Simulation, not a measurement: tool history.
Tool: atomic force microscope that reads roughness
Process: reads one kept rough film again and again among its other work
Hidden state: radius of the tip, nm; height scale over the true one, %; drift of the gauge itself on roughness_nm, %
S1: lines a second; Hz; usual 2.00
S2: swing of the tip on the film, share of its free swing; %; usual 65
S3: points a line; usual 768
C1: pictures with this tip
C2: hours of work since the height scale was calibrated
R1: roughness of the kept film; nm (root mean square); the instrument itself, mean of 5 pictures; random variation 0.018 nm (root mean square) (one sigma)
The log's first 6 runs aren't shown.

run   hour    S1  S2   S3  C1   C2     R1
     145.9  -- new tip fitted
  7  162.8  1.64  65  768  32  189  4.435
     185.8  -- new tip fitted
  8  196.7  2.00  65  768  21  210  4.355
  9  211.8  2.00  65  768  50  220  4.299
     223.9  -- new tip fitted
 10  235.7  2.00  65  768  23  235  4.365
     262.8  -- new tip fitted
 11  267.2  2.00  65  768   8  255  4.339
 12  284.0  2.00  65  374  40  266  4.363
     302.9  -- new tip fitted
 13  309.1  2.00  65  737  12  282  4.388
 14  338.8  2.00  65  768  69  301  4.332
     341.5  -- new tip fitted
 15  363.8  2.00  70  768  43  317  4.230
     378.7  -- new tip fitted
 16  378.7  3.98  70  768   0  326  3.840
 17  410.4  3.98  70  768  60  347  3.810
     417.7  -- new tip fitted
 18  445.7  3.98  70  768  54  369  3.828
     455.7  -- new tip fitted
 19  481.5  2.00  65  642  50  392  4.379
     495.0  -- new tip fitted
 20  516.8  2.00  65  642  42  414  4.322
     533.7  -- new tip fitted
 21  544.5  2.00  65  768  21  432  4.385
 22  564.5  0.68  65  768  59  445  4.600
     572.0  -- new tip fitted
 23  595.6  0.68  65  768  45  465  4.594
     611.9  -- new tip fitted
 24  616.6  0.77  65  768   9  478  4.606
 25  637.6  0.77  65  768  49  491  4.581
     651.1  -- new tip fitted
 26  661.7  0.77  65  768  20  507  4.581
     690.0  -- new tip fitted
 27  695.3  0.77  60  348  10  528  4.614

The next listed run, before its measurement:
     729.1  -- new tip fitted
 28  729.3  0.64  65  768   0  550   ?

R1: 4.631 nm (root mean square)
Without the tool's hidden state the same run would have given R1 4.631 nm (root mean square).
